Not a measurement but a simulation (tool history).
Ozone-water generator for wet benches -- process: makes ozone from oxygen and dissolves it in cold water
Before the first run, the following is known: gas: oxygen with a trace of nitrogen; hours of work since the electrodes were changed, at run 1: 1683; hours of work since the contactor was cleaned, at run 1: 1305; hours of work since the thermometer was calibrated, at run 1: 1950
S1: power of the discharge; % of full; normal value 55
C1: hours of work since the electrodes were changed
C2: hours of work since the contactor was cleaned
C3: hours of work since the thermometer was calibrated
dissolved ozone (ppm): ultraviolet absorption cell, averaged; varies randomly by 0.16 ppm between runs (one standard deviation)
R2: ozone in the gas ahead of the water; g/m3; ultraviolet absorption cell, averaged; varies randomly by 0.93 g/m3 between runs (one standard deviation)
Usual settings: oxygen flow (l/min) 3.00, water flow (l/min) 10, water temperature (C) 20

Run 1, hour 0.0: usual settings; C1 1683; C2 1305; C3 1950. Result: dissolved ozone (ppm) 20.7, R2 158.8 g/m3.
Run 2, hour 41.2: usual settings but water flow (l/min) 8; C1 1717; C2 1339; C3 1983. Result: dissolved ozone (ppm) 22.9, R2 156.6 g/m3.
Run 3, hour 77.0: usual settings but water flow (l/min) 8; C1 1746; C2 1368; C3 2013. Result: dissolved ozone (ppm) 23.3, R2 158.0 g/m3.
Run 4, hour 106.0: usual settings but water flow (l/min) 8; C1 1770; C2 1392; C3 2036. Result: dissolved ozone (ppm) 23.2, R2 157.8 g/m3.
Run 5, hour 134.2: usual settings but water flow (l/min) 8; C1 1793; C2 1415; C3 2059. Result: dissolved ozone (ppm) 23.1, R2 158.0 g/m3.
Run 6, hour 171.3: usual settings but water flow (l/min) 8; C1 1823; C2 1446; C3 2090. Result: dissolved ozone (ppm) 23.5, R2 157.3 g/m3.
Run 7, hour 223.3: usual settings but water flow (l/min) 8; C1 1866; C2 1488; C3 2132. Result: dissolved ozone (ppm) 23.3, R2 159.3 g/m3.
Run 8, hour 273.9: usual settings but water flow (l/min) 8; C1 1907; C2 1529; C3 2173. Result: dissolved ozone (ppm) 23.2, R2 160.4 g/m3.
Run 9, hour 315.7: usual settings but water flow (l/min) 8; C1 1941; C2 1564; C3 2208. Result: dissolved ozone (ppm) 23.3, R2 159.4 g/m3.
Run 10, hour 368.1: usual settings but water flow (l/min) 8; C1 1984; C2 1606; C3 2251. Result: dissolved ozone (ppm) 23.1, R2 157.7 g/m3.
Run 11, hour 397.4: usual settings but S1 46 % of full; C1 2008; C2 1630; C3 2274. Result: dissolved ozone (ppm) 18.0, R2 139.7 g/m3.
Run 12, hour 426.4: usual settings but S1 46 % of full; C1 2032; C2 1654; C3 2298. Result: dissolved ozone (ppm) 17.9, R2 140.9 g/m3.
Run 13, hour 455.5: usual settings but S1 46 % of full; C1 2056; C2 1678; C3 2322. Result: dissolved ozone (ppm) 18.0, R2 140.7 g/m3.
Run 14, hour 495.6: usual settings but S1 46 % of full; C1 2088; C2 1711; C3 2355. Result: dissolved ozone (ppm) 17.8, R2 142.0 g/m3.
Run 15, hour 524.2: usual settings but oxygen flow (l/min) 2.69; C1 2112; C2 1734; C3 2378. Result: dissolved ozone (ppm) 20.4, R2 170.9 g/m3.
Run 16, hour 582.9: usual settings but oxygen flow (l/min) 2.69; C1 2160; C2 1782; C3 2426. Result: dissolved ozone (ppm) 20.6, R2 168.9 g/m3.
Run 17, hour 630.8: usual settings but oxygen flow (l/min) 2.69; C1 2199; C2 1821; C3 2465. Result: dissolved ozone (ppm) 20.0, R2 169.9 g/m3.
Run 18, hour 673.7: usual settings but S1 59 % of full, water flow (l/min) 16; C1 2234; C2 1856; C3 2500. Result: dissolved ozone (ppm) 15.1, R2 168.6 g/m3.
Run 19, hour 727.2: usual settings but oxygen flow (l/min) 2.67; C1 2278; C2 1900; C3 2544. Result: dissolved ozone (ppm) 20.5, R2 170.2 g/m3.
Run 20, hour 762.9: usual settings but S1 50 % of full, oxygen flow (l/min) 1.86, water flow (l/min) 13, water temperature (C) 21; C1 2307; C2 1929; C3 2573. Result: dissolved ozone (ppm) 15.0, R2 190.9 g/m3.
Run 21, hour 821.9: usual settings but S1 84 % of full, oxygen flow (l/min) 5.24; C1 2355; C2 1978; C3 2622. Result: dissolved ozone (ppm) 26.4, R2 165.2 g/m3.
Run 22, hour 879.0: usual settings but S1 79 % of full, oxygen flow (l/min) 5.24, water flow (l/min) 7; C1 2402; C2 2024; C3 2668. Result: dissolved ozone (ppm) 29.8, R2 159.6 g/m3.
Run 23, hour 925.2: usual settings but S1 79 % of full, oxygen flow (l/min) 5.24, water flow (l/min) 7; C1 2440; C2 2062; C3 2706. Result: dissolved ozone (ppm) 29.8, R2 158.3 g/m3.
At hour 956.0: gauge calibrated.
Run 24, hour 960.3: usual settings; C1 2468; C2 2091; C3 2735. Result: dissolved ozone (ppm) 20.4, R2 156.4 g/m3.
Run 25, hour 1019.4: usual settings but oxygen flow (l/min) 2.05, water temperature (C) 17; C1 2517; C2 2139; C3 2783. Result: dissolved ozone (ppm) 20.7, R2 191.3 g/m3.
Run 26, hour 1063.2: usual settings but S1 76 % of full, oxygen flow (l/min) 2.05, water flow (l/min) 8, water temperature (C) 17; C1 2553; C2 2175; C3 2819. Result: dissolved ozone (ppm) 30.4, R2 239.6 g/m3.
Run 27, hour 1091.8: usual settings but oxygen flow (l/min) 2.43, water flow (l/min) 12, water temperature (C) 22; C1 2576; C2 2198; C3 2842. Result: dissolved ozone (ppm) 17.3, R2 176.2 g/m3.
Run 28, hour 1146.9: usual settings but S1 97 % of full, oxygen flow (l/min) 1.96; C1 2621; C2 2243; C3 2887. Result: dissolved ozone (ppm) 30.1, R2 291.6 g/m3.
Run 29, hour 1174.7: usual settings but water flow (l/min) 8, water temperature (C) 14; C1 2644; C2 2266; C3 2910. Result: dissolved ozone (ppm) 25.8, R2 159.3 g/m3.
Run 30, hour 1220.0: usual settings but water flow (l/min) 8, water temperature (C) 14; C1 2681; C2 2303; C3 2947. Result: dissolved ozone (ppm) 25.8, R2 159.0 g/m3.
Run 31, hour 1261.3: usual settings but water flow (l/min) 8, water temperature (C) 14; C1 2715; C2 2337; C3 2981. Result: dissolved ozone (ppm) 25.8, R2 158.9 g/m3.
Run 32, hour 1291.8: usual settings but water flow (l/min) 8, water temperature (C) 14; C1 2739; C2 2362; C3 3006. Result: dissolved ozone (ppm) 25.4, R2 159.5 g/m3.
Run 33, hour 1336.1: usual settings but S1 51 % of full, water flow (l/min) 8, water temperature (C) 27; C1 2776; C2 2398; C3 3042. Result: dissolved ozone (ppm) 19.1, R2 151.5 g/m3.

Below are 3 alternative next runs, each starting from the tool's condition after run 33. Predict each:
Run A, hour 1381.9: usual settings but S1 51 % of full, water flow (l/min) 11, water temperature (C) 23; C1 2813; C2 2435; C3 3079. Result: dissolved ozone (ppm) ?, R2 ?.
Run B, hour 1381.9: usual settings but S1 97 % of full, water flow (l/min) 11; C1 2813; C2 2435; C3 3079. Result: dissolved ozone (ppm) ?, R2 ?.
Run C, hour 1381.9: usual settings; C1 2813; C2 2435; C3 3079. Result: dissolved ozone (ppm) ?, R2 ?.

run  dissolved ozone (ppm)     R2
  A                   17.4  152.0
  B                   29.1  238.5
  C                   20.2  160.0
What these runs would have given with no unlogged condition in the tool:
run  dissolved ozone (ppm)     R2
  A                   17.4  150.1
  B                   29.1  235.7
  C                   20.2  158.0
